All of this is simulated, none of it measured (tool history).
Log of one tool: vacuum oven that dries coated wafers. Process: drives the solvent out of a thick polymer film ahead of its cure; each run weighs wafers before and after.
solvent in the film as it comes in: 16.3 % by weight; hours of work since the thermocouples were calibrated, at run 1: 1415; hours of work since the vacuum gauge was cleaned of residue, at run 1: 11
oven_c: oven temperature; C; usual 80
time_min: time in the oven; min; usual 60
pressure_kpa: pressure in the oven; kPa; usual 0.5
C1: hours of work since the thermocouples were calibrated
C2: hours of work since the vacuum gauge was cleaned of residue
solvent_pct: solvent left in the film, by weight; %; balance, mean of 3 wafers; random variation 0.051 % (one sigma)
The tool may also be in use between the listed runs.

run 1 hour=0 | oven_c=80 time_min=60 pressure_kpa=0.5 | C1=1415 C2=11 | solvent_pct=1.51
run 2 hour=13.1 | oven_c=80 time_min=53 pressure_kpa=0.5 | C1=1421 C2=16 | solvent_pct=2.09
run 3 hour=42 | oven_c=80 time_min=53 pressure_kpa=0.5 | C1=1433 C2=29 | solvent_pct=2.14
run 4 hour=70.4 | oven_c=80 time_min=53 pressure_kpa=0.5 | C1=1445 C2=41 | solvent_pct=2.05
run 5 hour=98.2 | oven_c=89 time_min=53 pressure_kpa=0.5 | C1=1457 C2=53 | solvent_pct=0.67
run 6 hour=115.4 | oven_c=89 time_min=53 pressure_kpa=0.5 | C1=1464 C2=60 | solvent_pct=0.71
run 7 hour=145.5 | oven_c=89 time_min=53 pressure_kpa=0.5 | C1=1477 C2=73 | solvent_pct=0.69
run 8 hour=172.1 | oven_c=74 time_min=53 pressure_kpa=0.5 | C1=1489 C2=84 | solvent_pct=3.69
run 9 hour=190.4 | oven_c=80 time_min=60 pressure_kpa=0.592 | C1=1496 C2=92 | solvent_pct=1.74
run 10 hour=207.5 | oven_c=80 time_min=60 pressure_kpa=0.592 | C1=1504 C2=99 | solvent_pct=1.72
run 11 hour=223.2 | oven_c=80 time_min=60 pressure_kpa=0.592 | C1=1510 C2=106 | solvent_pct=1.66
run 12 hour=242.3 | oven_c=67 time_min=60 pressure_kpa=0.5 | C1=1518 C2=114 | solvent_pct=5.64
run 13 hour=255.9 | oven_c=67 time_min=60 pressure_kpa=0.5 | C1=1524 C2=120 | solvent_pct=5.86
run 14 hour=274.6 | oven_c=67 time_min=60 pressure_kpa=0.5 | C1=1532 C2=128 | solvent_pct=5.73
run 15 hour=295.5 | oven_c=80 time_min=60 pressure_kpa=0.734 | C1=1541 C2=137 | solvent_pct=1.93
run 16 hour=314.5 | oven_c=80 time_min=60 pressure_kpa=0.734 | C1=1549 C2=145 | solvent_pct=1.94
run 17 hour=332.9 | oven_c=80 time_min=60 pressure_kpa=0.734 | C1=1557 C2=153 | solvent_pct=1.99
run 18 hour=359.8 | oven_c=80 time_min=60 pressure_kpa=0.734 | C1=1568 C2=164 | solvent_pct=1.99
run 19 hour=389.8 | oven_c=80 time_min=60 pressure_kpa=0.734 | C1=1581 C2=177 | solvent_pct=2
run 20 hour=406.8 | oven_c=80 time_min=60 pressure_kpa=0.734 | C1=1588 C2=184 | solvent_pct=1.94
run 21 hour=436.5 | oven_c=79 time_min=60 pressure_kpa=0.5 | C1=1601 C2=197 | solvent_pct=1.99
run 22 hour=461.7 | oven_c=80 time_min=60 pressure_kpa=0.5 | C1=1612 C2=207 | solvent_pct=1.75
run 23 hour=479 | oven_c=80 time_min=60 pressure_kpa=0.5 | C1=1619 C2=215 | solvent_pct=1.83
run 24 hour=495.6 | oven_c=80 time_min=60 pressure_kpa=0.5 | C1=1626 C2=222 | solvent_pct=1.77
run 25 hour=518.2 | oven_c=80 time_min=60 pressure_kpa=0.5 | C1=1636 C2=231 | solvent_pct=1.81
run 26 hour=539.8 | oven_c=68 time_min=42 pressure_kpa=1.22 | C1=1645 C2=241 | solvent_pct=7.86
run 27 hour=557.7 | oven_c=67 time_min=31 pressure_kpa=0.546 | C1=1653 C2=248 | solvent_pct=8.53
run 28 hour=579.4 | oven_c=67 time_min=56 pressure_kpa=0.277 | C1=1662 C2=258 | solvent_pct=5.99
-- hour=583.7 oven's thermocouples calibrated
run 29 hour=600.7 | oven_c=67 time_min=56 pressure_kpa=1.271 | C1=7 C2=266 | solvent_pct=7.78
run 30 hour=617.2 | oven_c=88 time_min=60 pressure_kpa=0.5 | C1=14 C2=273 | solvent_pct=0.83
run 31 hour=645.5 | oven_c=88 time_min=60 pressure_kpa=1.706 | C1=26 C2=285 | solvent_pct=1.75
-- hour=659.7 oven's thermocouples calibrated, once more
run 32 hour=672 | oven_c=81 time_min=60 pressure_kpa=1.706 | C1=5 C2=295 | solvent_pct=2.04
run 33 hour=687 | oven_c=81 time_min=60 pressure_kpa=1.706 | C1=12 C2=302 | solvent_pct=2.16
run 34 hour=702 | oven_c=93 time_min=45 pressure_kpa=0.971 | C1=18 C2=308 | solvent_pct=0.65
run 35 hour=723.3 | oven_c=93 time_min=45 pressure_kpa=1.397 | C1=27 C2=317 | solvent_pct=0.89
run 36 hour=746.8 | oven_c=93 time_min=45 pressure_kpa=1.397 | C1=37 C2=327 | solvent_pct=0.95
run 37 hour=768.8 | oven_c=89 time_min=60 pressure_kpa=0.471 | C1=46 C2=336 | solvent_pct=0.36
run 38 hour=784.5 | oven_c=89 time_min=60 pressure_kpa=0.471 | C1=53 C2=343 | solvent_pct=0.41
run 39 hour=803.8 | oven_c=86 time_min=46 pressure_kpa=0.496 | C1=61 C2=351 | solvent_pct=0.86
run 40 hour=827.9 | oven_c=86 time_min=36 pressure_kpa=1.145 | C1=72 C2=362 | solvent_pct=1.78
run 41 hour=855.8 | oven_c=86 time_min=36 pressure_kpa=0.353 | C1=83 C2=373 | solvent_pct=1.33
run 42 hour=885.1 | oven_c=78 time_min=60 pressure_kpa=1.633 | C1=96 C2=386 | solvent_pct=2.63
run 43 hour=897.9 | oven_c=78 time_min=60 pressure_kpa=1.633 | C1=101 C2=391 | solvent_pct=2.68
run 44 hour=923.9 | oven_c=83 time_min=58 pressure_kpa=0.5 | C1=112 C2=402 | solvent_pct=0.9
run 45 hour=951.9 | oven_c=87 time_min=58 pressure_kpa=0.597 | C1=124 C2=414 | solvent_pct=0.62
run 46 hour=979.9 | oven_c=89 time_min=60 pressure_kpa=0.5 | C1=136 C2=426 | solvent_pct=0.46
run 47 hour=995.3 | oven_c=86 time_min=60 pressure_kpa=0.5 | C1=143 C2=433 | solvent_pct=0.59

Measured less the same run without the tool's hidden state. The same run-to-run variation is in both; the gauge's scatter may not be:
The hidden state here: true wafer temperature over the reading, C; true pressure over the reading, kPa; drift of the gauge itself on solvent_pct, %.
run=1 solvent_pct=+0.44
run=2 solvent_pct=+0.53
run=3 solvent_pct=+0.55
run=4 solvent_pct=+0.55
run=5 solvent_pct=+0.18
run=6 solvent_pct=+0.18
run=7 solvent_pct=+0.18
run=8 solvent_pct=+0.84
run=9 solvent_pct=+0.49
run=10 solvent_pct=+0.5
run=11 solvent_pct=+0.49
run=12 solvent_pct=+0.99
run=13 solvent_pct=+1
run=14 solvent_pct=+1
run=15 solvent_pct=+0.53
run=16 solvent_pct=+0.53
run=17 solvent_pct=+0.55
run=18 solvent_pct=+0.56
run=19 solvent_pct=+0.57
run=20 solvent_pct=+0.56
run=21 solvent_pct=+0.61
run=22 solvent_pct=+0.56
run=23 solvent_pct=+0.55
run=24 solvent_pct=+0.56
run=25 solvent_pct=+0.56
run=26 solvent_pct=+1.08
run=27 solvent_pct=+0.93
run=28 solvent_pct=+1.11
run=29 solvent_pct=+1.79
run=30 solvent_pct=+0.36
run=31 solvent_pct=+0.53
run=32 solvent_pct=-0.08
run=33 solvent_pct=-0.07
run=34 solvent_pct=-0.01
run=35 solvent_pct=-0.01
run=36 solvent_pct=-0.01
run=37 solvent_pct=+0.01
run=38 solvent_pct=+0.01
run=39 solvent_pct=-0.02
run=40 solvent_pct=-0.07
run=41 solvent_pct=-0.05
run=42 solvent_pct=-0.05
run=43 solvent_pct=-0.05
run=44 solvent_pct=+0
run=45 solvent_pct=+0.02
run=46 solvent_pct=+0.03
run=47 solvent_pct=+0.02
